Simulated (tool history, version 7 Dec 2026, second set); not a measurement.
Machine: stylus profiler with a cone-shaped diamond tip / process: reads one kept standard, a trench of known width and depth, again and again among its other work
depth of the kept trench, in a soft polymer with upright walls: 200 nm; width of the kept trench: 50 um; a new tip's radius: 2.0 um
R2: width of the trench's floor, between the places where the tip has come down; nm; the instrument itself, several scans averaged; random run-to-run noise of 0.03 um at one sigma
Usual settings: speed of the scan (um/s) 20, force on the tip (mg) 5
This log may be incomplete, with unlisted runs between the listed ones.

Run 1, hour 0: usual settings. Result: depth of the trench (nm) 204.25, R2 47770 nm.
Run 2, hour 25: usual settings. Result: depth of the trench (nm) 204.31, R2 47700 nm.
Run 3, hour 66.6: usual settings but force on the tip (mg) 4.28. Result: depth of the trench (nm) 203.83, R2 47570 nm.
Run 4, hour 107.1: usual settings but force on the tip (mg) 4.28. Result: depth of the trench (nm) 203.86, R2 47590 nm.
Run 5, hour 156.7: usual settings. Result: depth of the trench (nm) 204.23, R2 47550 nm.
Run 6, hour 192.9: usual settings. Result: depth of the trench (nm) 204.22, R2 47560 nm.
Run 7, hour 233.6: usual settings but speed of the scan (um/s) 21. Result: depth of the trench (nm) 204.26, R2 47460 nm.
Run 8, hour 269.8: usual settings but speed of the scan (um/s) 21. Result: depth of the trench (nm) 204.2, R2 47460 nm.
Run 9, hour 299: usual settings but speed of the scan (um/s) 21. Result: depth of the trench (nm) 204.45, R2 47460 nm.
Run 10, hour 339.6: usual settings but speed of the scan (um/s) 21. Result: depth of the trench (nm) 204.35, R2 47380 nm.
Run 11, hour 391.2: usual settings but speed of the scan (um/s) 21. Result: depth of the trench (nm) 204.59, R2 47340 nm.
Run 12, hour 438.9: usual settings but speed of the scan (um/s) 21. Result: depth of the trench (nm) 204.4, R2 47350 nm.
Run 13, hour 467.7: usual settings but speed of the scan (um/s) 21. Result: depth of the trench (nm) 204.59, R2 47290 nm.
Run 14, hour 508.2: usual settings but force on the tip (mg) 14.66. Result: depth of the trench (nm) 208.68, R2 47260 nm.
Run 15, hour 546.7: usual settings but force on the tip (mg) 14.66. Result: depth of the trench (nm) 208.44, R2 47250 nm.
Run 16, hour 570.9: usual settings but force on the tip (mg) 14.66. Result: depth of the trench (nm) 208.83, R2 47190 nm.
Run 17, hour 615.5: usual settings but speed of the scan (um/s) 24, force on the tip (mg) 14.66. Result: depth of the trench (nm) 208.93, R2 47140 nm.
Run 18, hour 645.8: usual settings. Result: depth of the trench (nm) 204.86, R2 47190 nm.
Run 19, hour 676.5: usual settings. Result: depth of the trench (nm) 204.54, R2 47100 nm.
Run 20, hour 699.2: usual settings but force on the tip (mg) 2.42. Result: depth of the trench (nm) 203.07, R2 47040 nm.
Run 21, hour 747.8: usual settings. Result: depth of the trench (nm) 204.61, R2 47080 nm.
Run 22, hour 774.6: usual settings. Result: depth of the trench (nm) 204.55, R2 47060 nm.
Run 23, hour 815.3: usual settings. Result: depth of the trench (nm) 204.63, R2 47010 nm.
Run 24, hour 838.4: usual settings but speed of the scan (um/s) 18, force on the tip (mg) 5.09. Result: depth of the trench (nm) 204.89, R2 47020 nm.
Run 25, hour 881.9: usual settings but speed of the scan (um/s) 18, force on the tip (mg) 5.09. Result: depth of the trench (nm) 204.9, R2 46980 nm.
At hour 886.2: height scale calibrated on a step standard.
Run 26, hour 921.6: usual settings but speed of the scan (um/s) 71, force on the tip (mg) 2.09. Result: depth of the trench (nm) 203.38, R2 46800 nm.
Run 27, hour 967.4: usual settings but speed of the scan (um/s) 71, force on the tip (mg) 2.09. Result: depth of the trench (nm) 203.25, R2 46740 nm.
Run 28, hour 1009.4: usual settings but speed of the scan (um/s) 53, force on the tip (mg) 9.98. Result: depth of the trench (nm) 207.27, R2 46790 nm.
Run 29, hour 1041.9: usual settings but speed of the scan (um/s) 53, force on the tip (mg) 9.98. Result: depth of the trench (nm) 207.47, R2 46860 nm.
Run 30, hour 1068: usual settings but speed of the scan (um/s) 33, force on the tip (mg) 3.27. Result: depth of the trench (nm) 204.13, R2 46740 nm.
Run 31, hour 1093.8: usual settings but speed of the scan (um/s) 16, force on the tip (mg) 14.26. Result: depth of the trench (nm) 209.02, R2 46760 nm.
Run 32, hour 1119.6: usual settings but speed of the scan (um/s) 34, force on the tip (mg) 2.41. Result: depth of the trench (nm) 203.55, R2 46770 nm.
At hour 1137.6: height scale calibrated on a step standard, once more.
Run 33, hour 1159.7: usual settings but speed of the scan (um/s) 34, force on the tip (mg) 2.41. Result: depth of the trench (nm) 202.37, R2 46740 nm.
Run 34, hour 1204.1: usual settings but speed of the scan (um/s) 5, force on the tip (mg) 2.41. Result: depth of the trench (nm) 202.32, R2 46780 nm.
Run 35, hour 1236.4: usual settings but speed of the scan (um/s) 11, force on the tip (mg) 4.5. Result: depth of the trench (nm) 203.61, R2 46710 nm.
Run 36, hour 1286: usual settings but speed of the scan (um/s) 11, force on the tip (mg) 4.02. Result: depth of the trench (nm) 203.5, R2 46670 nm.
At hour 1335.3: new tip fitted, height scale calibrated.
Run 37, hour 1335.3: usual settings but speed of the scan (um/s) 18, force on the tip (mg) 1.67. Result: depth of the trench (nm) 201.9, R2 48200 nm.
Run 38, hour 1378.1: usual settings but speed of the scan (um/s) 18, force on the tip (mg) 1.67. Result: depth of the trench (nm) 201.91, R2 48110 nm.
Run 39, hour 1406.7: usual settings but speed of the scan (um/s) 78, force on the tip (mg) 7.86. Result: depth of the trench (nm) 205.61, R2 48120 nm.
Run 40, hour 1432.3: usual settings but speed of the scan (um/s) 45, force on the tip (mg) 3.34. Result: depth of the trench (nm) 203.08, R2 48070 nm.
Run 41, hour 1474.7: usual settings but speed of the scan (um/s) 39, force on the tip (mg) 4.01. Result: depth of the trench (nm) 203.59, R2 48050 nm.
Run 42, hour 1498.4: usual settings but speed of the scan (um/s) 37, force on the tip (mg) 3.87. Result: depth of the trench (nm) 203.26, R2 48020 nm.
Run 43, hour 1522.9: usual settings but speed of the scan (um/s) 9, force on the tip (mg) 7.15. Result: depth of the trench (nm) 205.08, R2 48010 nm.
Run 44, hour 1564.4: usual settings but speed of the scan (um/s) 6, force on the tip (mg) 5.64. Result: depth of the trench (nm) 204.55, R2 47970 nm.
Run 45, hour 1605.2: usual settings but speed of the scan (um/s) 6, force on the tip (mg) 5.64. Result: depth of the trench (nm) 204.23, R2 47890 nm.

The logged runs with the hidden state left out (each run's random variation unchanged):
The hidden state here: radius of the tip, um; height scale over the true one, %; drift of the gauge itself on depth_nm, %; drift of the gauge itself on floor_um, %.
run  depth of the trench (nm)     R2
  1                    204.01  48300
  2                    204.06  48250
  3                    203.55  48170
  4                    203.56  48210
  5                     203.9  48220
  6                    203.87  48270
  7                    203.89  48200
  8                    203.81  48240
  9                    204.04  48260
 10                    203.91  48220
 11                    204.12  48220
 12                    203.91  48270
 13                    204.09  48240
 14                    208.14  48240
 15                    207.89  48260
 16                    208.26  48220
 17                    208.34  48210
 18                    204.26  48290
 19                    203.91  48220
 20                    202.44  48170
 21                    203.95  48250
 22                    203.87  48250
 23                    203.92  48240
 24                    204.18  48260
 25                    204.16  48260
 26                    202.34  48100
 27                    202.19  48080
 28                    206.16  48160
 29                    206.34  48240
 30                       203  48150
 31                    207.84  48190
 32                     202.4  48220
 33                    202.36  48210
 34                    202.29  48280
 35                    203.57  48230
 36                    203.43  48230
 37                    201.89  48200
 38                    201.89  48160
 39                    205.57  48210
 40                    203.02  48180
 41                    203.51  48210
 42                    203.17  48220
 43                    204.97  48240
 44                    204.42  48240
 45                    204.08  48200
